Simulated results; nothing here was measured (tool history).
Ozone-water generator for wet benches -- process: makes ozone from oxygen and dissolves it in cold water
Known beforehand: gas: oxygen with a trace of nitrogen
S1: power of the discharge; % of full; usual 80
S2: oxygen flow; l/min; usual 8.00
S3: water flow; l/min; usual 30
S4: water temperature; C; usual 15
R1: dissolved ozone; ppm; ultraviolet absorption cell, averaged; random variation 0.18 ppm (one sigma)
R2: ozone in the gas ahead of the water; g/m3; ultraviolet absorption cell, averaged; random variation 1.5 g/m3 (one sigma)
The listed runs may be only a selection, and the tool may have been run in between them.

run   hour  S1     S2  S3  S4    R1     R2
  1    0.0  80   8.00  30  15  24.1  279.0
  2   80.6  80   8.00  30  15  24.2  274.4
     149.5  -- water thermometer calibrated
  3  221.5  80   8.00  30  15  24.4  275.6
  4  349.2  80   8.00  30  15  24.5  277.2
  5  485.7  80   8.00  35  15  21.3  275.2
  6  546.4  80   8.00  35  15  21.4  273.9
  7  632.5  86   8.00  30  15  25.5  289.8
  8  702.7  46   9.56  26  14  18.7  172.4
  9  762.7  46   9.56  38  12  14.4  172.4
 10  829.2  80   9.71  37  15  21.4  258.3
 11  952.0  47  10.51  37  15  14.5  169.0

Measured result minus the same run's result without the hidden state. Both carry the same run-to-run variation, though not necessarily the same gauge scatter:
Unlogged tool condition in this case: yield of the discharge, % of new electrodes'; contactor's efficiency, % of a clean one's; true water temperature over the reading, C; drift of the gauge itself on ozone_ppm, %; drift of the gauge itself on gas_g_m3, %.
run    R1    R2
  1  -1.1  -4.7
  2  -1.2  -4.9
  3  -1.1  -5.1
  4  -1.1  -5.5
  5  -1.0  -5.8
  6  -1.1  -5.9
  7  -1.4  -6.7
  8  -0.8  -2.4
  9  -0.6  -2.5
 10  -1.2  -6.2
 11  -0.8  -2.7
